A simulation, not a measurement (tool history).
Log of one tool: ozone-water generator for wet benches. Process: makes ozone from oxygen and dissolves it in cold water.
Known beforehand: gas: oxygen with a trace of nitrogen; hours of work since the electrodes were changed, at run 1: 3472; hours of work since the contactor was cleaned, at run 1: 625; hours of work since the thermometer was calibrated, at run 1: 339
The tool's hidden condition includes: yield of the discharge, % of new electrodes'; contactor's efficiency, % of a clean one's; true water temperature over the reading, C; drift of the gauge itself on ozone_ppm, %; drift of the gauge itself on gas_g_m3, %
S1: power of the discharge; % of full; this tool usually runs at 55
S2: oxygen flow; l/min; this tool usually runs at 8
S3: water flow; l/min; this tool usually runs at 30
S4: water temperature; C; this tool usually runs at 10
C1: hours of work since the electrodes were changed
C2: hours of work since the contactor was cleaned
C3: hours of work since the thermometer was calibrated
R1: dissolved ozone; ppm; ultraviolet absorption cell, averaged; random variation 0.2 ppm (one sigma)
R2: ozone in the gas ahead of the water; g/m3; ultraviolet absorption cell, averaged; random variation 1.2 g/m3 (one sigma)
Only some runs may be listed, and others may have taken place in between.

run,day,S1,S2,S3,S4,C1,C2,C3,R1,R2
1,0,55,8,30,10,3472,625,339,27.4,200.1
2,7.517,55,8,30,10,3651,804,519,27.4,196.1
3,15.679,55,8,30,10,3846,999,714,27,194.3
4,23.846,55,8,30,10,4041,1194,909,27,196.4
5,28.912,55,8,30,10,4162,1315,1030,26.8,195.2
6,34.267,55,8,30,10,4290,1443,1158,27,193.4
7,41.688,55,8,30,10,4467,1621,1335,26.6,194.1
8,47.821,55,8,30,10,4614,1767,1481,26.7,194.7
9,53.125,55,8,30,10,4740,1894,1608,26.3,192
# day 53.679: contactor cleaned
10,57.492,55,8,30,10,4841,91,1708,26,191.8
11,64.9,55,8,38,10,5018,268,1885,21.7,191.6
12,70.467,55,8,38,10,5151,401,2018,21.4,189.6
13,78.55,55,8,30,10,5344,594,2211,25.7,189.4
14,85.104,55,8,30,10,5500,751,2368,25.6,189.3
15,89.983,55,8,30,10,5617,867,2484,25.7,186.6
16,96.012,55,8,30,10,5761,1011,2628,25.4,189.2

Run 17 has not been measured yet. What should we expect?
# day 104.229: contactor cleaned, once more
17,104.229,84,8,30,10,5953,0,2821,?,?

{"run 17": {"R1": 35.1, "R2": 256.1}}
Were there no unlogged condition in the tool, this run, its random variation unchanged, would have produced R1 42 ppm, R2 305.1 g/m3.
